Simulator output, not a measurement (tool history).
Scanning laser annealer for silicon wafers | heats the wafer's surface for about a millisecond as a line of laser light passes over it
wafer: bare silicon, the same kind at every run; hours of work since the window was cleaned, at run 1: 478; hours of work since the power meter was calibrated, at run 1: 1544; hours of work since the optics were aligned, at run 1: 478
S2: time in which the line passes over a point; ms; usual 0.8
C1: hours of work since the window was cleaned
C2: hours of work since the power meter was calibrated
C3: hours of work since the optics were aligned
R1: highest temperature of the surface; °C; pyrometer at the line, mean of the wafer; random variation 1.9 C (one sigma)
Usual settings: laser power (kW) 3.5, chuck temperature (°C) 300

run 1 hour=0 | laser_power_(kW)=3.5 S2=0.8 chuck_temperature_(°C)=300 | C1=478 C2=1544 C3=478 | R1=1051
run 2 hour=31 | laser_power_(kW)=3.5 S2=0.8 chuck_temperature_(°C)=300 | C1=497 C2=1563 C3=497 | R1=1049
run 3 hour=70.8 | laser_power_(kW)=3.5 S2=0.8 chuck_temperature_(°C)=300 | C1=522 C2=1588 C3=522 | R1=1038
run 4 hour=121.1 | laser_power_(kW)=3.5 S2=0.8 chuck_temperature_(°C)=300 | C1=554 C2=1619 C3=554 | R1=1042
run 5 hour=164.7 | laser_power_(kW)=3.5 S2=0.8 chuck_temperature_(°C)=300 | C1=581 C2=1647 C3=581 | R1=1039
-- hour=203.8 window over the wafer cleaned
run 6 hour=206.6 | laser_power_(kW)=3.5 S2=0.8 chuck_temperature_(°C)=300 | C1=2 C2=1672 C3=606 | R1=1087
run 7 hour=262.4 | laser_power_(kW)=3.5 S2=0.8 chuck_temperature_(°C)=300 | C1=37 C2=1707 C3=641 | R1=1085
run 8 hour=306.8 | laser_power_(kW)=3.5 S2=0.8 chuck_temperature_(°C)=284 | C1=65 C2=1735 C3=669 | R1=1062
run 9 hour=355.3 | laser_power_(kW)=3.5 S2=0.71 chuck_temperature_(°C)=300 | C1=95 C2=1765 C3=699 | R1=1029
run 10 hour=394.5 | laser_power_(kW)=3.5 S2=0.71 chuck_temperature_(°C)=300 | C1=120 C2=1790 C3=724 | R1=1027
run 11 hour=427 | laser_power_(kW)=3.5 S2=0.8 chuck_temperature_(°C)=300 | C1=140 C2=1810 C3=744 | R1=1072
run 12 hour=457.5 | laser_power_(kW)=3.5 S2=0.8 chuck_temperature_(°C)=300 | C1=159 C2=1829 C3=764 | R1=1068
run 13 hour=506.6 | laser_power_(kW)=3.5 S2=0.8 chuck_temperature_(°C)=300 | C1=190 C2=1860 C3=794 | R1=1067
run 14 hour=567.5 | laser_power_(kW)=3.5 S2=0.841 chuck_temperature_(°C)=300 | C1=228 C2=1898 C3=833 | R1=1081
run 15 hour=614 | laser_power_(kW)=3.5 S2=0.8 chuck_temperature_(°C)=300 | C1=257 C2=1927 C3=862 | R1=1059
run 16 hour=656.2 | laser_power_(kW)=3.642 S2=0.8 chuck_temperature_(°C)=279 | C1=284 C2=1954 C3=888 | R1=1071
run 17 hour=698.1 | laser_power_(kW)=3.5 S2=0.676 chuck_temperature_(°C)=295 | C1=310 C2=1980 C3=914 | R1=986
run 18 hour=758.8 | laser_power_(kW)=3.5 S2=0.571 chuck_temperature_(°C)=335 | C1=348 C2=2018 C3=952 | R1=968
run 19 hour=818.2 | laser_power_(kW)=3.345 S2=0.572 chuck_temperature_(°C)=311 | C1=385 C2=2055 C3=990 | R1=909
run 20 hour=863 | laser_power_(kW)=3.345 S2=0.572 chuck_temperature_(°C)=311 | C1=413 C2=2084 C3=1018 | R1=906
run 21 hour=900.5 | laser_power_(kW)=3.345 S2=0.572 chuck_temperature_(°C)=311 | C1=437 C2=2107 C3=1041 | R1=905
run 22 hour=947.9 | laser_power_(kW)=3.454 S2=0.777 chuck_temperature_(°C)=300 | C1=467 C2=2137 C3=1071 | R1=1016
run 23 hour=981.4 | laser_power_(kW)=3.539 S2=0.795 chuck_temperature_(°C)=300 | C1=488 C2=2158 C3=1092 | R1=1044
run 24 hour=1011.5 | laser_power_(kW)=3.033 S2=0.819 chuck_temperature_(°C)=263 | C1=507 C2=2177 C3=1111 | R1=888
run 25 hour=1048.7 | laser_power_(kW)=3.84 S2=0.843 chuck_temperature_(°C)=316 | C1=530 C2=2200 C3=1134 | R1=1153
run 26 hour=1115.6 | laser_power_(kW)=3.84 S2=0.719 chuck_temperature_(°C)=329 | C1=572 C2=2242 C3=1176 | R1=1100
run 27 hour=1143.6 | laser_power_(kW)=3.286 S2=0.973 chuck_temperature_(°C)=268 | C1=589 C2=2260 C3=1194 | R1=1011
-- hour=1169.6 window over the wafer cleaned
run 28 hour=1208.8 | laser_power_(kW)=3.444 S2=0.8 chuck_temperature_(°C)=295 | C1=25 C2=2299 C3=1233 | R1=1051
run 29 hour=1270.6 | laser_power_(kW)=3.272 S2=0.92 chuck_temperature_(°C)=308 | C1=63 C2=2338 C3=1272 | R1=1070
run 30 hour=1304.3 | laser_power_(kW)=3.5 S2=0.8 chuck_temperature_(°C)=309 | C1=84 C2=2359 C3=1293 | R1=1074

Forecast each of these 4 alternatives for the next run:
run A hour=1361.1 | laser_power_(kW)=3.5 S2=0.8 chuck_temperature_(°C)=340 | C1=120 C2=2395 C3=1329 | R1=?
run B hour=1361.1 | laser_power_(kW)=3.417 S2=0.57 chuck_temperature_(°C)=300 | C1=120 C2=2395 C3=1329 | R1=?
run C hour=1361.1 | laser_power_(kW)=3.5 S2=0.693 chuck_temperature_(°C)=300 | C1=120 C2=2395 C3=1329 | R1=?
run D hour=1361.1 | laser_power_(kW)=3.61 S2=0.926 chuck_temperature_(°C)=290 | C1=120 C2=2395 C3=1329 | R1=?

run=A R1=1102
run=B R1=925
run=C R1=1014
run=D R1=1138
Without the tool's hidden state the same runs would have given:
run=A R1=1143
run=B R1=958
run=C R1=1052
run=D R1=1183

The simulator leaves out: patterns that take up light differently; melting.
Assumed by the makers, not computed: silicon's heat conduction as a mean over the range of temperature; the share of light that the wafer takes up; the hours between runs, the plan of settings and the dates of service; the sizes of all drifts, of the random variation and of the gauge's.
